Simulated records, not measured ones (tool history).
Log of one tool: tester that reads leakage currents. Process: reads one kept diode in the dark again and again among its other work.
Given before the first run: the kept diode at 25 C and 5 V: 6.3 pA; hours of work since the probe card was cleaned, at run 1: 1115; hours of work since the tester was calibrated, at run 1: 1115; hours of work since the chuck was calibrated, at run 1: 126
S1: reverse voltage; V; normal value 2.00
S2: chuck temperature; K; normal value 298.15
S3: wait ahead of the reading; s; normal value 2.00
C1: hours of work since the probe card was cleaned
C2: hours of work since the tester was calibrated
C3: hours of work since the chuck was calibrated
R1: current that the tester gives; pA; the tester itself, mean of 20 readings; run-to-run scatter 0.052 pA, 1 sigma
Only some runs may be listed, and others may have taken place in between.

run 1 day=0.000 | S1=2.00 S2=298.15 S3=2.00 | C1=1115 C2=1115 C3=126 | R1=5.87
run 2 day=1.846 | S1=2.00 S2=298.15 S3=2.00 | C1=1148 C2=1148 C3=160 | R1=6.01
run 3 day=4.162 | S1=5.80 S2=298.15 S3=2.00 | C1=1191 C2=1191 C3=202 | R1=12.18
run 4 day=7.075 | S1=5.80 S2=298.15 S3=2.00 | C1=1244 C2=1244 C3=256 | R1=12.56
run 5 day=11.146 | S1=5.80 S2=298.15 S3=2.00 | C1=1318 C2=1318 C3=330 | R1=12.90
run 6 day=13.450 | S1=2.00 S2=298.15 S3=2.00 | C1=1360 C2=1360 C3=372 | R1=6.66
run 7 day=15.488 | S1=2.00 S2=298.15 S3=2.00 | C1=1398 C2=1398 C3=409 | R1=6.79
run 8 day=17.838 | S1=2.00 S2=298.15 S3=2.00 | C1=1440 C2=1440 C3=452 | R1=6.81
run 9 day=20.404 | S1=2.00 S2=326.15 S3=2.00 | C1=1487 C2=1487 C3=499 | R1=40.38
-- day=21.767 chuck's temperature calibrated
run 10 day=22.679 | S1=2.00 S2=326.15 S3=2.00 | C1=1527 C2=1527 C3=17 | R1=35.61
run 11 day=24.658 | S1=2.00 S2=326.15 S3=2.00 | C1=1564 C2=1564 C3=53 | R1=35.80
run 12 day=27.821 | S1=2.00 S2=326.15 S3=2.00 | C1=1621 C2=1621 C3=111 | R1=36.23
run 13 day=30.525 | S1=2.00 S2=298.15 S3=6.00 | C1=1671 C2=1671 C3=160 | R1=6.54
run 14 day=32.983 | S1=2.00 S2=298.15 S3=6.00 | C1=1716 C2=1716 C3=205 | R1=6.72
run 15 day=35.850 | S1=2.00 S2=332.15 S3=9.10 | C1=1768 C2=1768 C3=257 | R1=55.31
run 16 day=40.096 | S1=2.00 S2=332.15 S3=9.10 | C1=1846 C2=1846 C3=335 | R1=56.12
run 17 day=42.467 | S1=18.56 S2=300.15 S3=9.10 | C1=1889 C2=1889 C3=378 | R1=39.20
run 18 day=45.121 | S1=1.82 S2=317.15 S3=4.99 | C1=1937 C2=1937 C3=427 | R1=21.36
run 19 day=47.471 | S1=2.00 S2=298.15 S3=2.99 | C1=1980 C2=1980 C3=469 | R1=7.55
-- day=50.388 chuck's temperature calibrated
run 20 day=52.021 | S1=3.87 S2=298.15 S3=2.00 | C1=2062 C2=2062 C3=30 | R1=11.20
run 21 day=54.550 | S1=4.33 S2=302.15 S3=7.73 | C1=2108 C2=2108 C3=76 | R1=14.47
run 22 day=59.029 | S1=4.33 S2=302.15 S3=7.73 | C1=2190 C2=2190 C3=158 | R1=14.98
run 23 day=61.604 | S1=4.33 S2=302.15 S3=7.73 | C1=2237 C2=2237 C3=205 | R1=15.31
run 24 day=63.554 | S1=7.77 S2=311.15 S3=7.04 | C1=2272 C2=2272 C3=241 | R1=34.65
run 25 day=67.254 | S1=19.25 S2=298.15 S3=0.38 | C1=2340 C2=2340 C3=308 | R1=49.16

Alternative continuations, all from the tool just after run 25; predict every row:
run A day=71.717 | S1=3.58 S2=294.15 S3=0.38 | C1=2422 C2=2422 C3=390 | R1=?
run B day=71.717 | S1=1.60 S2=298.15 S3=1.33 | C1=2422 C2=2422 C3=390 | R1=?
run C day=71.717 | S1=19.80 S2=305.15 S3=1.40 | C1=2422 C2=2422 C3=390 | R1=?
run D day=71.717 | S1=2.00 S2=298.15 S3=6.65 | C1=2422 C2=2422 C3=390 | R1=?

run=A R1=11.29
run=B R1=6.94
run=C R1=57.53
run=D R1=7.91
Had the tool no hidden state, the same runs would have come out as:
run=A R1=4.98
run=B R1=3.90
run=C R1=22.76
run=D R1=4.16

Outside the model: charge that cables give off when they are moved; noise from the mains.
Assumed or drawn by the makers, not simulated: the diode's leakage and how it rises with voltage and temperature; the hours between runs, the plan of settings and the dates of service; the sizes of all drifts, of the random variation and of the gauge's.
